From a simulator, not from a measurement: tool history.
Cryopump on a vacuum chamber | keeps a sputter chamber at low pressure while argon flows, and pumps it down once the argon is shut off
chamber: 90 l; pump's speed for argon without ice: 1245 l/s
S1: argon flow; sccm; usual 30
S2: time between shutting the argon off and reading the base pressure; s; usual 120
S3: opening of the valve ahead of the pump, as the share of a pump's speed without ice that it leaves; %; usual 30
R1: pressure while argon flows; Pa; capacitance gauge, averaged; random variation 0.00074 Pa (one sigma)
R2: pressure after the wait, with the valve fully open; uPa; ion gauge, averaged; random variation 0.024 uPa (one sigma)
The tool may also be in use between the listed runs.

run	hour	S1	S2	S3	R1	R2
1	0	30	120	30	0.1378	1.41
2	17.8	30	120	30	0.1375	1.45
3	48.9	30	55	30	0.1362	2.22
4	67.4	30	120	30	0.1378	1.45
5	96.1	30	120	30	0.1369	1.5
6	120.6	30	120	30	0.1376	1.44
7	148.1	30	120	30	0.1378	1.47
8	180.2	30	120	30	0.1379	1.52
9	200.5	30	120	30	0.1384	1.58
10	216.1	30	120	30	0.1395	1.63
11	236.6	30	120	16	0.2586	1.51
12	264.8	30	120	16	0.2566	1.56
13	293.9	30	41	30	0.1394	2.9
14	309.1	30	120	30	0.1393	1.55
15	331.5	28	120	30	0.1304	1.61
16	346.9	30	120	30	0.1404	1.58
# hour 358.2: leaking fittings of the chamber tightened, without venting
17	375.4	30	120	30	0.1408	0.97
18	395.5	39	147	27	0.2007	0.89
19	425.5	24	199	27	0.1238	0.8
20	443.5	24	199	27	0.125	0.75
21	471.1	24	199	27	0.1254	0.8
22	487.3	40	259	30	0.1898	0.69
23	510.1	30	120	18	0.2335	1.05
24	528.6	17	120	45	0.0556	1.02
25	558.4	17	120	45	0.0557	1.04
26	587.3	17	32	45	0.0557	2.83
27	603	17	51	32	0.0763	1.91
28	623.1	30	32	32	0.1361	2.75
29	637	14	58	28	0.0718	1.74
30	653.8	14	58	28	0.0723	1.8
31	667.2	14	58	28	0.0716	1.71
32	684.5	30	120	32	0.135	1.13
33	702.8	30	120	32	0.1353	1.11
34	728.6	30	120	32	0.1356	1.11

Hidden state or all else? Some run-to-run changes of R1, split into what the settings, what came in and random variation would give without the hidden state, and what is left for the hidden state (with any gauge scatter that isn't in both results):
The hidden state here: pump's speed, % of a pump's without ice; cold plate's temperature, K; leak into the chamber, uPa l/s; drift of the gauge itself on working_pa, %; drift of the gauge itself on base_upa, %.
Run 10 -> 11: S3 30 -> 16. R1 +0.1191 Pa: hidden state +0.0003, all else +0.1188.
Run 12 -> 13: S2 120 -> 41, S3 16 -> 30. R1 -0.1172 Pa: hidden state +0.0003, all else -0.1175.
Run 23 -> 24: S1 30 -> 17, S3 18 -> 45. R1 -0.1779 Pa: hidden state -0.0026, all else -0.1753.
Run 27 -> 28: S1 17 -> 30, S2 51 -> 32. R1 +0.0598 Pa: hidden state +0.0036, all else +0.0562.
Run 28 -> 29: S1 30 -> 14, S2 32 -> 58, S3 32 -> 28. R1 -0.0643 Pa: hidden state -0.004, all else -0.0603.
Run 31 -> 32: S1 14 -> 30, S2 58 -> 120, S3 28 -> 32. R1 +0.0634 Pa: hidden state +0.0046, all else +0.0588.

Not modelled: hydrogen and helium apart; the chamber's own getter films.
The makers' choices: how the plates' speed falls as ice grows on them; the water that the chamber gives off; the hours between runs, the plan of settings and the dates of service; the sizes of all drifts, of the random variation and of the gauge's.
